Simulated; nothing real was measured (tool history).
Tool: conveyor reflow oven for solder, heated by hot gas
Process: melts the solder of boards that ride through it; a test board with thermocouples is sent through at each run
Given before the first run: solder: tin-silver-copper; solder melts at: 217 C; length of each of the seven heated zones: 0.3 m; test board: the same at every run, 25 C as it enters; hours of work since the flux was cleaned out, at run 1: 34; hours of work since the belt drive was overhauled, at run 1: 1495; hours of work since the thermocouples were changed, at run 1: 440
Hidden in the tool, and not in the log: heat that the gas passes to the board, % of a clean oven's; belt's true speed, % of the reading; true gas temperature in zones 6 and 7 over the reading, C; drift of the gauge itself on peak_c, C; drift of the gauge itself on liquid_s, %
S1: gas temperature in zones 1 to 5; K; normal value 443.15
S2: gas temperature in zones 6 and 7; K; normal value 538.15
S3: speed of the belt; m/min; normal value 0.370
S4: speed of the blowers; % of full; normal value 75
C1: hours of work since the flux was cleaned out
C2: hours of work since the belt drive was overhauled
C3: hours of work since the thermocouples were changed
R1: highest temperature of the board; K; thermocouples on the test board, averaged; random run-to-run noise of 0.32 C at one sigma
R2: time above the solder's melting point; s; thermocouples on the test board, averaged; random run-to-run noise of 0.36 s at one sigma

run	day	S1	S2	S3	S4	C1	C2	C3	R1	R2
1	0.000	443.15	538.15	0.370	75	34	1495	440	523.55	72.0
# day 2.800: belt drive overhauled, speed set with a stopwatch
2	3.079	443.15	538.15	0.370	75	77	4	483	522.25	68.3
3	5.808	443.15	538.15	0.370	75	118	45	524	521.95	69.5
4	9.167	443.15	538.15	0.370	75	168	95	574	521.65	67.7
5	12.158	443.15	538.15	0.370	75	212	139	618	521.35	66.9
6	14.429	443.15	538.15	0.370	75	246	173	652	520.85	67.1
# day 16.354: flux residue cleaned out of gas plates and filters
7	16.721	443.15	527.15	0.370	75	5	204	683	513.35	59.3
8	19.404	443.15	527.15	0.370	75	45	244	723	512.05	58.6
9	22.767	443.15	527.15	0.370	75	96	294	773	512.25	57.7
10	26.708	443.15	527.15	0.370	75	154	353	832	511.65	56.4
11	29.667	443.15	538.15	0.370	75	198	397	876	520.85	67.2
12	33.338	443.15	538.15	0.370	75	253	452	930	519.85	66.2
# day 35.121: flux residue cleaned out of gas plates and filters
13	36.200	443.15	538.15	0.370	75	16	491	970	522.25	69.7
14	39.875	443.15	538.15	0.370	75	71	546	1025	521.55	68.6
15	43.562	443.15	538.15	0.318	75	126	601	1080	525.15	85.8
16	47.033	446.15	538.15	0.326	75	177	652	1131	524.65	84.3
17	49.525	453.15	538.15	0.329	75	214	689	1168	524.85	88.0
18	51.350	450.15	552.15	0.397	75	242	717	1195	530.85	73.9
# day 53.596: flux residue cleaned out of gas plates and filters
19	54.612	450.15	537.15	0.397	75	15	762	1241	519.75	64.6
# day 57.771: thermocouples of zones 6 and 7 changed
20	58.375	450.15	537.15	0.397	75	70	817	9	522.05	67.0
21	62.358	443.15	531.15	0.337	75	129	876	68	519.45	74.3
22	66.042	443.15	538.15	0.370	55	184	931	123	517.65	62.4

Run 23 is up next; what results do you expect?
23	67.754	443.15	538.15	0.370	55	210	957	149	?	?

{"run 23": {"R1": 517.75, "R2": 61.9}}
If the tool had no hidden condition, the same run with the same run-to-run variation would have returned R1 519.65 K, R2 64.0 s.

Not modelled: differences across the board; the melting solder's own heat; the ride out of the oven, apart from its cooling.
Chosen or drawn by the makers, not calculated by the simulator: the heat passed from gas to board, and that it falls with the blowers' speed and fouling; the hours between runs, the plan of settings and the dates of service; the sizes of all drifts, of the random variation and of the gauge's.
